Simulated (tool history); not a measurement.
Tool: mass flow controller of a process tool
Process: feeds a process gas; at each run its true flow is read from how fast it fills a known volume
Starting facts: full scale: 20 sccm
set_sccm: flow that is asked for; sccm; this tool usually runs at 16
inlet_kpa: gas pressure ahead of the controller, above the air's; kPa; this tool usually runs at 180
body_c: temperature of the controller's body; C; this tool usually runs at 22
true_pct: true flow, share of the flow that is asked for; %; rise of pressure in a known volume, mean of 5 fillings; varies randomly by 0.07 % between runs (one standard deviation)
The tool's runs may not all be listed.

run	hour	set_sccm	inlet_kpa	body_c	true_pct
1	0.0	16	180	22	98.65
2	156.2	16	180	22	98.59
3	494.9	16	280	22	98.94
4	852.1	16	280	22	98.71
5	1201.5	16	280	22	98.81
6	1573.8	16	180	38	99.43
7	1770.9	14	180	38	99.46
8	2043.6	14	180	38	99.47
9	2202.9	2	180	38	107.41
10	2372.0	2	180	38	107.63
11	2586.5	5	271	34	101.28
# hour 2603.1: controller's zero set anew
12	2790.9	4	141	21	103.86
13	3002.6	2	216	27	112.42
14	3325.5	8	165	39	101.27
15	3563.6	8	171	33	100.94
# hour 3785.8: controller's zero set anew, once more
16	3854.6	17	180	23	97.22
17	4005.1	17	180	23	97.33
18	4289.5	9	251	31	96.97
19	4460.3	3	160	32	96.39

Table of differences, measured result less the result of that run with no hidden state. Run-to-run variation is the same in both. Gauge scatter possibly is not:
What the log doesn't record here: flow at rest that the sensor doesn't see, % of full scale; true flow over the shown one, %; drift of the gauge itself on true_pct, %.
run	true_pct
1	-0.64
2	-0.64
3	-0.65
4	-0.66
5	-0.68
6	-0.70
7	-0.51
8	-0.52
9	+8.89
10	+8.96
11	+2.35
12	+6.01
13	+14.29
14	+1.95
15	+1.96
16	-2.25
17	-2.27
18	-2.23
19	-2.00

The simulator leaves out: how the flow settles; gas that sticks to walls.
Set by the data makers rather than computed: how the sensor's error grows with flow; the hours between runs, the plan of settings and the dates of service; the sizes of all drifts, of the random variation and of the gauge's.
